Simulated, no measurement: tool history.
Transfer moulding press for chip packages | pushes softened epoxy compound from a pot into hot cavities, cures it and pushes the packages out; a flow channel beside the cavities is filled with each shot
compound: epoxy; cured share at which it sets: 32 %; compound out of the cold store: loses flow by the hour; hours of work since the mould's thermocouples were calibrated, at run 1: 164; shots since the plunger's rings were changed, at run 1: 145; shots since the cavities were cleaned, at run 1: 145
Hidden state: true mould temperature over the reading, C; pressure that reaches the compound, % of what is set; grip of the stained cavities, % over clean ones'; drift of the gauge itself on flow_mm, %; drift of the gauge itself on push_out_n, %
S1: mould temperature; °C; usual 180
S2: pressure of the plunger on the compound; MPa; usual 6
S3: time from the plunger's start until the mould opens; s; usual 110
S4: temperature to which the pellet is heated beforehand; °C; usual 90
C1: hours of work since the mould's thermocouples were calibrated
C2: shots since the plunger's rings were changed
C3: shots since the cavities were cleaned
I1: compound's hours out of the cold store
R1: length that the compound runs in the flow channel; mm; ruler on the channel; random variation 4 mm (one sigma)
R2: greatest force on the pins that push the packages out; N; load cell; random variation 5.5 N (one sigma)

run,day,S1,S2,S3,S4,C1,C2,C3,I1,R1,R2
1,0,180,6,110,90,164,145,145,45.8,590,212
2,0.633,180,4.85,110,90,171,252,252,10.8,592,251
3,1.154,180,4.85,110,90,177,340,340,36.1,543,256
4,1.762,180,6,110,90,183,443,443,29.2,617,263
5,2.392,180,6,110,90,190,549,549,25.9,624,300
6,3.017,180,6,110,90,197,655,655,23,627,296
7,3.362,180,6,110,90,201,713,713,17.2,637,302
8,3.625,180,6,110,90,204,758,758,30.4,610,305
9,3.933,180,4.8,110,90,207,810,810,14.9,585,326
10,4.483,180,4.8,110,90,213,903,903,10,585,325
# day 4.588: cavities cleaned with cleaning compound and waxed
11,5.029,180,4.8,110,90,219,984,74,29.9,549,413
12,5.562,180,6,110,92,225,1075,165,30.7,608,394
13,5.942,180,6,110,90,229,1138,228,44.9,573,376
# day 6.188: cavities cleaned with cleaning compound and waxed, once more
14,6.342,180,7.5,110,90,233,1196,27,43.2,651,186
15,6.696,180,6,110,92,236,1255,86,29.5,615,205
16,7.233,180,5.69,95,92,242,1346,177,23.8,608,302
17,7.521,180,5.69,95,92,246,1395,226,38.2,579,298
18,7.783,178,6,120,90,249,1439,270,44.6,583,221
19,8.358,178,6,120,90,255,1536,367,11.9,654,263
20,8.671,180,6,120,90,258,1589,420,41.9,584,246
21,9.221,180,6,120,90,264,1682,513,28.8,612,260
22,9.575,180,6,120,90,268,1742,573,46,572,260
23,10.104,180,6,120,90,274,1831,662,34.7,600,275
24,10.704,180,6,120,90,281,1933,764,29.6,610,273
25,11.183,180,6,120,90,286,2014,845,44.8,572,277
26,11.796,180,6,120,90,293,2117,948,33.1,599,289
# day 12.308: cavities cleaned with cleaning compound and waxed
27,12.308,180,6,120,90,298,2194,0,35.6,598,162
28,12.888,173,6,120,93,304,2291,97,10.8,666,273
29,13.512,180,6,121,90,311,2397,203,13.1,637,204

4 ways to go on from here, each from the tool as it stands after run 29. What would each give?
A,13.975,185,6,110,90,316,2475,281,31.8,?,?
B,13.975,182,6,124,90,316,2475,281,15.3,?,?
C,13.975,177,6,98,91,316,2475,281,12.6,?,?
D,13.975,180,6,110,97,316,2475,281,18.2,?,?

run,R1,R2
A,594,214
B,636,215
C,646,371
D,628,258
Without the tool's hidden state the same runs would have given:
run,R1,R2
A,606,158
B,649,159
C,659,282
D,641,195
